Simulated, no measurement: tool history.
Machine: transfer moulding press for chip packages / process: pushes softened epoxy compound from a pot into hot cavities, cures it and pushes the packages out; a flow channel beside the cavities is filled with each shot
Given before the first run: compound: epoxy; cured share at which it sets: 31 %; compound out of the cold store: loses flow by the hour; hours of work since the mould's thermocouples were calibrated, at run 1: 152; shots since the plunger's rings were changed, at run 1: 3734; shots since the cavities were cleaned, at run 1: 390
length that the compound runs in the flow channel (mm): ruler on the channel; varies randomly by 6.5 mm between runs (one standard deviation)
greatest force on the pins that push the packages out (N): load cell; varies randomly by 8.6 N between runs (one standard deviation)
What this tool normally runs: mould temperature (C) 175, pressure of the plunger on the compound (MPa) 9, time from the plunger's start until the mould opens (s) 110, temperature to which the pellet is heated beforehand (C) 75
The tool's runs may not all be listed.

run    hour  mould temperature (C)  pressure of the plunger on the compound (MPa)  time from the plunger's start until the mould opens (s)  temperature to which the pellet is heated beforehand (C)  hours of work since the mould's thermocouples were calibrated  shots since the plunger's rings were changed  shots since the cavities were cleaned  incoming compound's hours out of the cold store  length that the compound runs in the flow channel (mm)  greatest force on the pins that push the packages out (N)
  1       0                    175                                              9                                                      110                                                        75                                                            152                                          3734                                    390                                               34                                                     791                                                        630
        9.8  -- cavities cleaned with cleaning compound and waxed
  2    52.2                    175                                              9                                                      110                                                        75                                                            183                                          4235                                    419                                             41.1                                                     767                                                        829
       59.2  -- cavities cleaned with cleaning compound and waxed
  3    93.4                    175                                              9                                                      110                                                        75                                                            207                                          4628                                    339                                             44.6                                                     735                                                        595
        107  -- cavities cleaned with cleaning compound and waxed
  4   123.6                    175                                              9                                                      110                                                        75                                                            225                                          4911                                    164                                             12.5                                                     907                                                        529
      153.9  -- cavities cleaned with cleaning compound and waxed
      161.8  -- plunger's sealing rings changed
      167.7  -- cavities cleaned with cleaning compound and waxed, once more
  5   173.7                    175                                              9                                                      110                                                        75                                                            252                                           103                                     60                                             18.4                                                     893                                                        435
  6     208                    175                                              9                                                      110                                                        75                                                            274                                           442                                    399                                               39                                                     779                                                        631
        215  -- cavities cleaned with cleaning compound and waxed
  7     254                    175                                              9                                                      110                                                        75                                                            301                                           882                                    386                                             45.4                                                     773                                                        626
      263.1  -- cavities cleaned with cleaning compound and waxed
      308.3  -- cavities cleaned with cleaning compound and waxed
  8   315.1                    175                                              9                                                      110                                                        75                                                            337                                          1456                                     67                                             32.2                                                     823                                                        445
      355.2  -- cavities cleaned with cleaning compound and waxed
  9   355.2                    175                                              9                                                      103                                                        75                                                            360                                          1838                                      0                                               21                                                     871                                                        415
      401.1  -- cavities cleaned with cleaning compound and waxed
 10   415.7                    175                                              9                                                      103                                                        75                                                            397                                          2421                                    144                                             23.4                                                     849                                                        523
      447.6  -- cavities cleaned with cleaning compound and waxed
 11   447.6                    175                                              9                                                      103                                                        75                                                            415                                          2722                                      0                                             34.5                                                     804                                                        389
      494.6  -- cavities cleaned with cleaning compound and waxed
 12   504.9                    175                                              9                                                       99                                                        75                                                            450                                          3273                                    102                                             36.4                                                     787                                                        505
      540.7  -- cavities cleaned with cleaning compound and waxed
 13   553.1                    175                                              9                                                       99                                                        75                                                            478                                          3735                                    123                                             39.5                                                     771                                                        501
 14   577.1                    175                                              9                                                      132                                                        79                                                            493                                          3972                                    360                                             29.8                                                     816                                                        569
      587.6  -- cavities cleaned with cleaning compound and waxed
      635.1  -- cavities cleaned with cleaning compound and waxed
 15     638                    175                                           8.21                                                      110                                                        70                                                            529                                          4545                                     29                                             31.1                                                     759                                                        413
 16   674.4                    175                                           7.37                                                      110                                                        70                                                            551                                          4904                                    388                                               21                                                     773                                                        623
        685  -- cavities cleaned with cleaning compound and waxed
      714.6  -- mould's thermocouples calibrated
      717.1  -- plunger's sealing rings changed
 17   728.1                    175                                           7.37                                                      110                                                        70                                                              7                                           108                                    382                                             38.9                                                     729                                                        659
      738.9  -- cavities cleaned with cleaning compound and waxed
        785  -- cavities cleaned with cleaning compound and waxed
 18     785                    175                                           8.08                                                      110                                                        70                                                             40                                           642                                      0                                             35.4                                                     779                                                        378
      832.1  -- cavities cleaned with cleaning compound and waxed
 19   842.3                    172                                           8.31                                                      110                                                        75                                                             74                                          1193                                    101                                               31                                                     809                                                        521
 20   868.2                    168                                          10.18                                                      110                                                        75                                                             90                                          1449                                    357                                             11.8                                                    1028                                                        874
      877.8  -- cavities cleaned with cleaning compound and waxed
 21   902.8                    168                                          10.18                                                      110                                                        75                                                            110                                          1776                                    247                                             45.2                                                     822                                                        723
      926.1  -- cavities cleaned with cleaning compound and waxed
 22   945.2                    168                                          10.18                                                      110                                                        75                                                            136                                          2180                                    189                                             46.5                                                     829                                                        669
      971.4  -- cavities cleaned with cleaning compound and waxed
 23   998.2                    168                                          10.18                                                      110                                                        75                                                            167                                          2689                                    264                                             45.9                                                     823                                                        748
     1017.6  -- cavities cleaned with cleaning compound and waxed
 24  1054.4                    168                                          10.18                                                      110                                                        75                                                            201                                          3230                                    364                                             42.5                                                     838                                                        813
     1066.1  -- cavities cleaned with cleaning compound and waxed
 25  1084.5                    167                                              9                                                      116                                                        78                                                            219                                          3513                                    182                                             15.3                                                     933                                                        748

Predict each of these 5 candidate next runs independently; none follows another, all start after run 25:
     1112.8  -- cavities cleaned with cleaning compound and waxed
  A  1126.3                    167                                          10.26                                                      116                                                        78                                                            243                                          3911                                    133                                             35.8                                                       ?                                                          ?
     1112.8  -- cavities cleaned with cleaning compound and waxed
  B  1126.3                    180                                           9.63                                                      116                                                        70                                                            243                                          3911                                    133                                             29.2                                                       ?                                                          ?
     1112.8  -- cavities cleaned with cleaning compound and waxed
  C  1126.3                    175                                              9                                                      103                                                        75                                                            243                                          3911                                    133                                             24.5                                                       ?                                                          ?
     1112.8  -- cavities cleaned with cleaning compound and waxed
  D  1126.3                    170                                            7.7                                                      116                                                        78                                                            243                                          3911                                    133                                             38.3                                                       ?                                                          ?
     1112.8  -- cavities cleaned with cleaning compound and waxed
  E  1126.3                    167                                          10.16                                                       90                                                        68                                                            243                                          3911                                    133                                             21.8                                                       ?                                                          ?

run  length that the compound runs in the flow channel (mm)  greatest force on the pins that push the packages out (N)
  A                                                     871                                                        602
  B                                                     848                                                        463
  C                                                     847                                                        560
  D                                                     753                                                        548
  E                                                     956                                                       1094
Take away the tool's hidden state, keep each run's random variation, and the runs would have read:
run  length that the compound runs in the flow channel (mm)  greatest force on the pins that push the packages out (N)
  A                                                     902                                                        468
  B                                                     878                                                        358
  C                                                     877                                                        433
  D                                                     779                                                        425
  E                                                     989                                                        851

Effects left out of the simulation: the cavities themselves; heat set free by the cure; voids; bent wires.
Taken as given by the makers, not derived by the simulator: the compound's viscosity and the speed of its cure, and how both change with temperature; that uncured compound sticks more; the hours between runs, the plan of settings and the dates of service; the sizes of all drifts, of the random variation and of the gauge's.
